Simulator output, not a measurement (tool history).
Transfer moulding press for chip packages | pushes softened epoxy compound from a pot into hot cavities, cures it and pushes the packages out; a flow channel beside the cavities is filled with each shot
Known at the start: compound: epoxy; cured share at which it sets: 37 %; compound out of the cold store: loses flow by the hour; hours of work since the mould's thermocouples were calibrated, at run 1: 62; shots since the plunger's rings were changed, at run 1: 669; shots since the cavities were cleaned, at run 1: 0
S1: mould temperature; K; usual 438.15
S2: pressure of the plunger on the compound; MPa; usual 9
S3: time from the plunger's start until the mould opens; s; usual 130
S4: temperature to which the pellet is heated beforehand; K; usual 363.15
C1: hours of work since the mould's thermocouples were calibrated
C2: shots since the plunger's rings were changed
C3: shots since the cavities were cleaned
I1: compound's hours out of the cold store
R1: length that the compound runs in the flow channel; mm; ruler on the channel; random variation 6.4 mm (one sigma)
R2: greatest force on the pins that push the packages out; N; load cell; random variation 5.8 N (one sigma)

run	day	S1	S2	S3	S4	C1	C2	C3	I1	R1	R2
1	0	438.15	9	130	363.15	62	669	0	20.4	765	213
2	1.908	438.15	9	135	363.15	85	1018	349	17.5	794	204
3	3.496	438.15	9	135	363.15	104	1309	640	33.5	735	215
# day 5.217: cavities cleaned with cleaning compound and waxed
4	5.408	438.15	9	135	358.15	125	1647	35	30.5	738	201
5	6.958	438.15	9.64	130	363.15	144	1931	319	47.8	706	205
6	8.688	438.15	9.64	130	363.15	164	2247	635	37.4	742	215
7	10.104	438.15	9.64	130	363.15	181	2506	894	41.9	734	217
# day 10.488: cavities cleaned with cleaning compound and waxed
8	11.95	438.15	9	130	363.15	201	2832	268	12.1	801	231
9	13.671	438.15	9	130	363.15	222	3147	583	19	759	221
10	14.654	438.15	9	130	363.15	233	3327	763	12.4	802	223
# day 15.758: cavities cleaned with cleaning compound and waxed
11	15.758	438.15	9	130	363.15	246	3517	0	43	694	212
12	17.825	438.15	9	130	363.15	270	3896	379	33.2	730	218
13	18.921	438.15	9	130	363.15	283	4096	579	31.2	742	211
# day 20.971: cavities cleaned with cleaning compound and waxed
14	21.042	438.15	9	130	363.15	307	4472	13	37.1	716	215
15	23	438.15	9	130	372.15	330	4830	371	38.3	717	200
# day 23.617: mould's thermocouples calibrated
16	24.05	438.15	10.03	130	372.15	5	5008	549	46.3	720	208
17	25.379	435.15	6.98	130	363.15	21	5250	791	23.2	679	253
# day 26.354: cavities cleaned with cleaning compound and waxed
18	26.454	438.15	7.83	144	360.15	33	5436	19	15.2	737	205

The next listed run, before its measurement:
# day 27.108: plunger's sealing rings changed
19	28.529	438.15	7.83	144	360.15	56	260	379	26.4	?	?

{"run 19": {"R1": 708, "R2": 203}}
Without the tool's hidden state the same run would have given R1 708 mm, R2 201 N.
